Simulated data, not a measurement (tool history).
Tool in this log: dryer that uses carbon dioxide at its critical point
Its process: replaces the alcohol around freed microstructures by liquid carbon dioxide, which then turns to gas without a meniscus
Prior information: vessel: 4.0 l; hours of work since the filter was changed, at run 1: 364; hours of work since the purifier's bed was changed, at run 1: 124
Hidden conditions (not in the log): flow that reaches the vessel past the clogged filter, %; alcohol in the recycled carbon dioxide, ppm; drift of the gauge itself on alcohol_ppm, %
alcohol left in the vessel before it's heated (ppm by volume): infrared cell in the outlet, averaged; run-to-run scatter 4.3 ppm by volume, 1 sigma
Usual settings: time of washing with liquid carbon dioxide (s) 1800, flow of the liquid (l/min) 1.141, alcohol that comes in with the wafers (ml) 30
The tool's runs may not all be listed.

run	day	time of washing with liquid carbon dioxide (s)	flow of the liquid (l/min)	alcohol that comes in with the wafers (ml)	hours of work since the filter was changed	hours of work since the purifier's bed was changed	alcohol left in the vessel before it's heated (ppm by volume)
1	0.000	1800	1.141	30	364	124	24
2	1.800	1800	1.141	30	389	148	26
3	4.354	1800	1.141	30	423	182	35
# day 4.850: inlet filter changed
4	7.050	1800	0.770	30	30	218	93
5	8.950	1320	1.141	30	55	244	73
6	10.221	1260	1.141	30	72	261	81
7	12.833	1260	1.141	30	107	296	86
8	15.212	1800	1.210	30	139	328	30
9	17.079	2340	0.870	31	164	353	46
10	19.396	2340	0.870	31	196	384	52
11	21.554	2160	0.930	71	225	413	70
12	23.512	2040	1.570	35	251	439	37
13	24.754	2640	1.520	35	268	456	56
14	25.858	2640	0.930	35	282	471	52
15	27.338	2640	0.930	35	302	491	45
16	28.571	1800	1.090	25	319	507	55

Below are 4 alternative next runs, each starting from the tool's condition after run 16. Predict each:
A	30.354	2100	1.800	45	343	531	?
B	30.354	1800	1.270	30	343	531	?
C	30.354	1740	1.141	30	343	531	?
D	30.354	2340	1.350	75	343	531	?

run	alcohol left in the vessel before it's heated (ppm by volume)
A	60
B	60
C	74
D	45
What these runs would have given with no unlogged condition in the tool:
run	alcohol left in the vessel before it's heated (ppm by volume)
A	9
B	8
C	19
D	0
